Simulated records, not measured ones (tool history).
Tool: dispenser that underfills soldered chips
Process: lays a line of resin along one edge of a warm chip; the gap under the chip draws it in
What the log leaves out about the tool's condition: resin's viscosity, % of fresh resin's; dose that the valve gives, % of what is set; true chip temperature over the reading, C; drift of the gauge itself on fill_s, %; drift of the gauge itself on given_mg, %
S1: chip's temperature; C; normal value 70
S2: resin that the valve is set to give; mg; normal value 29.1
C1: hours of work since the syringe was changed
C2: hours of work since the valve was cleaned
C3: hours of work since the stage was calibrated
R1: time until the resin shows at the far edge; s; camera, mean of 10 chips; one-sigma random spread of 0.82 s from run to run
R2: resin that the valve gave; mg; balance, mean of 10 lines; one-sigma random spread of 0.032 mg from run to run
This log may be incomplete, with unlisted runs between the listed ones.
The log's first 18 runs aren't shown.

At hour 90.2: new syringe of resin.
Run 19, hour 93.5: usual settings but S1 83 C, S2 37.7 mg; C1 2; C2 50; C3 110. Result: R1 55.7 s, R2 36.97 mg.
Run 20, hour 97.5: usual settings but S1 60 C, S2 28.9 mg; C1 5; C2 53; C3 113. Result: R1 137.6 s, R2 28.22 mg.
At hour 99.3: new syringe of resin.
Run 21, hour 102.4: usual settings but S1 57 C, S2 36.2 mg; C1 2; C2 56; C3 116. Result: R1 137.5 s, R2 35.38 mg.
Run 22, hour 106.6: usual settings but S2 28.7 mg; C1 5; C2 59; C3 119. Result: R1 95.8 s, R2 27.92 mg.
At hour 108.4: new syringe of resin.
At hour 112.4: dispensing valve cleaned and set on the balance.
Run 23, hour 113.5: usual settings but S2 28.7 mg; C1 3; C2 1; C3 123. Result: R1 88.8 s, R2 28.78 mg.
Run 24, hour 116.7: usual settings but S2 28.7 mg; C1 5; C2 3; C3 126. Result: R1 95.3 s, R2 28.66 mg.
At hour 118.6: new syringe of resin.
Run 25, hour 122.2: usual settings but S2 28.7 mg; C1 3; C2 7; C3 129. Result: R1 86.9 s, R2 28.59 mg.
Run 26, hour 125.8: usual settings but S1 66 C, S2 31.3 mg; C1 5; C2 9; C3 132. Result: R1 107 s, R2 31.26 mg.
At hour 127.7: new syringe of resin.
Run 27, hour 130.5: usual settings but S1 57 C, S2 31 mg; C1 2; C2 13; C3 135. Result: R1 136 s, R2 30.9 mg.
Run 28, hour 135.9: usual settings but S1 71 C, S2 36.5 mg; C1 6; C2 16; C3 139. Result: R1 91.3 s, R2 36.27 mg.
At hour 136.7: new syringe of resin.
Run 29, hour 140.9: usual settings but S1 69 C, S2 36.2 mg; C1 3; C2 20; C3 142. Result: R1 92.9 s, R2 35.98 mg.
At hour 145.7: new syringe of resin.
Run 30, hour 146.1: usual settings but S1 74 C, S2 34 mg; C1 0; C2 23; C3 146. Result: R1 69.3 s, R2 33.73 mg.
Run 31, hour 150.5: usual settings but S1 67 C, S2 32.9 mg; C1 3; C2 26; C3 149. Result: R1 97.7 s, R2 32.58 mg.
Run 32, hour 154.2: usual settings but S2 31.7 mg; C1 6; C2 29; C3 152. Result: R1 96.1 s, R2 31.43 mg.
At hour 155: new syringe of resin.
Run 33, hour 159.2: usual settings but S2 31.7 mg; C1 3; C2 32; C3 155. Result: R1 89.3 s, R2 31.38 mg.
At hour 163.9: new syringe of resin.
Run 34, hour 165.7: usual settings but S2 31.7 mg; C1 1; C2 37; C3 160. Result: R1 85 s, R2 31.25 mg.
Run 35, hour 172.4: usual settings but S2 31.7 mg; C1 6; C2 42; C3 164. Result: R1 98.6 s, R2 31.22 mg.

Consider 4 possible next runs. They are alternatives, not a sequence: every one starts from the tool as it was left by run 35. What does each give?
At hour 173.3: new syringe of resin.
Run A, hour 176.8: usual settings but S1 69 C, S2 37.4 mg; C1 2; C2 45; C3 167. Result: R1 ?, R2 ?.
At hour 173.3: new syringe of resin.
Run B, hour 176.8: usual settings but S2 29.6 mg; C1 2; C2 45; C3 167. Result: R1 ?, R2 ?.
At hour 173.3: new syringe of resin.
Run C, hour 176.8: usual settings but S1 63 C, S2 24.9 mg; C1 2; C2 45; C3 167. Result: R1 ?, R2 ?.
At hour 173.3: new syringe of resin.
Run D, hour 176.8: usual settings but S1 59 C, S2 32.9 mg; C1 2; C2 45; C3 167. Result: R1 ?, R2 ?.

run     R1     R2
  A   87.8  36.76
  B   86.9  29.15
  C  111.2  24.49
  D  128.2   32.4
Take away the tool's hidden state, keep each run's random variation, and the runs would have read:
run     R1     R2
  A   85.3  37.33
  B   84.3   29.6
  C  107.8  24.87
  D  124.7  32.91
